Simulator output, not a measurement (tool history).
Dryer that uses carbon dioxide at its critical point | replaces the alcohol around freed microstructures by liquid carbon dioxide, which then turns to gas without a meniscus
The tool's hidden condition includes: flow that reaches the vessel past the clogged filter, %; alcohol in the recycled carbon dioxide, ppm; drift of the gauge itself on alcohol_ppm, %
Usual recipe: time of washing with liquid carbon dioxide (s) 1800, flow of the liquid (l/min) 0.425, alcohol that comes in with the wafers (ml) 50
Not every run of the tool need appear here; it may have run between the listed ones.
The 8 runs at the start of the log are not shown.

run,hour,time of washing with liquid carbon dioxide (s),flow of the liquid (l/min),alcohol that comes in with the wafers (ml),hours of work since the filter was changed,hours of work since the purifier's bed was changed,alcohol left in the vessel before it's heated (ppm by volume)
9,63.7,1800,0.425,50,192,102,269
10,74.4,1800,0.425,50,199,109,280
11,81.3,1800,0.666,50,203,113,64
12,88.7,1800,0.425,26,207,117,157
13,93.8,1800,0.425,26,211,121,164
14,98.7,1800,0.425,26,214,124,166
15,110.2,1800,0.425,31,221,131,187
16,116.6,1800,0.425,31,225,134,185
17,124.8,1800,0.425,31,230,140,196
18,129.6,1080,0.425,23,232,142,762
19,136.6,1080,0.425,87,237,147,2715
20,142.8,2580,0.425,51,241,151,85
21,152.9,2580,0.425,51,247,157,84
22,161.2,1500,0.425,78,252,162,873
23,171.6,2460,0.335,50,258,168,215
24,182.2,1800,0.695,33,265,175,63
25,192.1,1800,0.695,33,271,181,75
26,200.6,2640,0.695,44,276,186,69
27,211.5,2280,0.548,50,283,193,79
28,218.7,2280,0.548,50,287,197,78
29,228.2,1140,0.425,39,293,203,1137
30,238.3,2040,0.425,39,299,209,183
31,249.7,1440,0.315,88,306,216,2850
32,256.7,1200,0.511,38,310,220,576
33,262.7,1380,0.504,49,314,224,467

5 ways to go on from here, each from the tool as it stands after run 33. What would each give?
A,269.5,1380,0.505,31,318,228,?
B,269.5,1980,0.269,45,318,228,?
C,269.5,2100,0.504,49,318,228,?
D,269.5,2040,0.398,51,318,228,?
E,269.5,2820,0.312,37,318,228,?

run,alcohol left in the vessel before it's heated (ppm by volume)
A,327
B,920
C,118
D,266
E,160
Had the tool no hidden state, the same runs would have come out as:
run,alcohol left in the vessel before it's heated (ppm by volume)
A,197
B,689
C,34
D,145
E,67
